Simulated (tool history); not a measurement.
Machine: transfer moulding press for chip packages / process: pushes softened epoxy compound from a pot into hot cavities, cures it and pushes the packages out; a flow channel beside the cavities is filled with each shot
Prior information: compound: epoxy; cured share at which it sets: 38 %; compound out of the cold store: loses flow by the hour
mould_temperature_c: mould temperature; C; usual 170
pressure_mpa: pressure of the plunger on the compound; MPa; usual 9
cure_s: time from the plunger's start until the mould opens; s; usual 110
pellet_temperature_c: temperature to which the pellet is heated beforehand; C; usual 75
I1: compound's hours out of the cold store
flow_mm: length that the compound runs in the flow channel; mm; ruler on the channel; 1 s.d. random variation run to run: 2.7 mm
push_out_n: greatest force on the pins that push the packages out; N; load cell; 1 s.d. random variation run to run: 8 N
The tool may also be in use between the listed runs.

run 1 hour=0 | mould_temperature_c=170 pressure_mpa=9 cure_s=110 pellet_temperature_c=75 | I1=30.3 | flow_mm=688 push_out_n=480
run 2 hour=11 | mould_temperature_c=170 pressure_mpa=9 cure_s=96 pellet_temperature_c=75 | I1=13.1 | flow_mm=737 push_out_n=699
run 3 hour=17.2 | mould_temperature_c=170 pressure_mpa=9 cure_s=110 pellet_temperature_c=75 | I1=43.4 | flow_mm=642 push_out_n=512
-- hour=22.5 cavities cleaned with cleaning compound and waxed
run 4 hour=30.5 | mould_temperature_c=170 pressure_mpa=9 cure_s=110 pellet_temperature_c=75 | I1=11.1 | flow_mm=742 push_out_n=372
run 5 hour=43.2 | mould_temperature_c=170 pressure_mpa=9 cure_s=110 pellet_temperature_c=75 | I1=47.5 | flow_mm=625 push_out_n=400
run 6 hour=54.9 | mould_temperature_c=170 pressure_mpa=9 cure_s=110 pellet_temperature_c=75 | I1=36.2 | flow_mm=657 push_out_n=445
run 7 hour=68.7 | mould_temperature_c=170 pressure_mpa=9 cure_s=110 pellet_temperature_c=75 | I1=39.7 | flow_mm=650 push_out_n=473
-- hour=75.6 plunger's sealing rings changed
run 8 hour=82.3 | mould_temperature_c=171 pressure_mpa=9 cure_s=110 pellet_temperature_c=75 | I1=42.6 | flow_mm=662 push_out_n=439
run 9 hour=91.5 | mould_temperature_c=171 pressure_mpa=9 cure_s=110 pellet_temperature_c=75 | I1=35.9 | flow_mm=685 push_out_n=475
-- hour=101.1 cavities cleaned with cleaning compound and waxed
run 10 hour=107.9 | mould_temperature_c=170 pressure_mpa=9 cure_s=110 pellet_temperature_c=70 | I1=22 | flow_mm=730 push_out_n=376
run 11 hour=116.9 | mould_temperature_c=170 pressure_mpa=9 cure_s=110 pellet_temperature_c=78 | I1=34.4 | flow_mm=689 push_out_n=400
run 12 hour=131.3 | mould_temperature_c=170 pressure_mpa=9 cure_s=110 pellet_temperature_c=75 | I1=38.3 | flow_mm=674 push_out_n=419
run 13 hour=146.7 | mould_temperature_c=170 pressure_mpa=9 cure_s=110 pellet_temperature_c=75 | I1=24.9 | flow_mm=719 push_out_n=469
run 14 hour=158.4 | mould_temperature_c=170 pressure_mpa=10.7 cure_s=110 pellet_temperature_c=75 | I1=28.3 | flow_mm=767 push_out_n=516
run 15 hour=171.4 | mould_temperature_c=171 pressure_mpa=9 cure_s=95 pellet_temperature_c=75 | I1=33.3 | flow_mm=688 push_out_n=665
-- hour=178 cavities cleaned with cleaning compound and waxed
run 16 hour=181.8 | mould_temperature_c=171 pressure_mpa=9 cure_s=95 pellet_temperature_c=75 | I1=47.5 | flow_mm=639 push_out_n=421
run 17 hour=193 | mould_temperature_c=171 pressure_mpa=9 cure_s=95 pellet_temperature_c=75 | I1=46.8 | flow_mm=643 push_out_n=456
run 18 hour=201.2 | mould_temperature_c=164 pressure_mpa=7.6 cure_s=126 pellet_temperature_c=76 | I1=10 | flow_mm=725 push_out_n=520
run 19 hour=216.5 | mould_temperature_c=164 pressure_mpa=7.23 cure_s=126 pellet_temperature_c=77 | I1=27.7 | flow_mm=647 push_out_n=529
run 20 hour=228.9 | mould_temperature_c=176 pressure_mpa=6.9 cure_s=126 pellet_temperature_c=77 | I1=24.8 | flow_mm=607 push_out_n=374
run 21 hour=238.2 | mould_temperature_c=176 pressure_mpa=9.28 cure_s=126 pellet_temperature_c=65 | I1=27.4 | flow_mm=690 push_out_n=382
run 22 hour=250.7 | mould_temperature_c=176 pressure_mpa=9.28 cure_s=126 pellet_temperature_c=65 | I1=26.7 | flow_mm=696 push_out_n=423
-- hour=254.3 cavities cleaned with cleaning compound and waxed
run 23 hour=261.3 | mould_temperature_c=176 pressure_mpa=9.28 cure_s=126 pellet_temperature_c=65 | I1=10.2 | flow_mm=754 push_out_n=266
run 24 hour=269.2 | mould_temperature_c=170 pressure_mpa=9.29 cure_s=110 pellet_temperature_c=71 | I1=25.9 | flow_mm=721 push_out_n=400
run 25 hour=280 | mould_temperature_c=173 pressure_mpa=9 cure_s=133 pellet_temperature_c=83 | I1=17.4 | flow_mm=725 push_out_n=328
run 26 hour=288.6 | mould_temperature_c=173 pressure_mpa=9 cure_s=133 pellet_temperature_c=83 | I1=12.5 | flow_mm=742 push_out_n=341
run 27 hour=295.9 | mould_temperature_c=170 pressure_mpa=9 cure_s=110 pellet_temperature_c=75 | I1=9.5 | flow_mm=763 push_out_n=475
run 28 hour=306.2 | mould_temperature_c=170 pressure_mpa=9 cure_s=130 pellet_temperature_c=71 | I1=21.1 | flow_mm=720 push_out_n=412

Forecast each of these 3 alternatives for the next run:
run A hour=314.1 | mould_temperature_c=170 pressure_mpa=7.36 cure_s=97 pellet_temperature_c=80 | I1=15.6 | flow_mm=? push_out_n=?
run B hour=314.1 | mould_temperature_c=170 pressure_mpa=8.48 cure_s=125 pellet_temperature_c=70 | I1=12.7 | flow_mm=? push_out_n=?
run C hour=314.1 | mould_temperature_c=170 pressure_mpa=6.96 cure_s=110 pellet_temperature_c=75 | I1=9.8 | flow_mm=? push_out_n=?

run=A flow_mm=666 push_out_n=644
run=B flow_mm=726 push_out_n=437
run=C flow_mm=666 push_out_n=521
With no hidden state in the tool, these same runs would have given:
run=A flow_mm=680 push_out_n=441
run=B flow_mm=743 push_out_n=297
run=C flow_mm=681 push_out_n=357

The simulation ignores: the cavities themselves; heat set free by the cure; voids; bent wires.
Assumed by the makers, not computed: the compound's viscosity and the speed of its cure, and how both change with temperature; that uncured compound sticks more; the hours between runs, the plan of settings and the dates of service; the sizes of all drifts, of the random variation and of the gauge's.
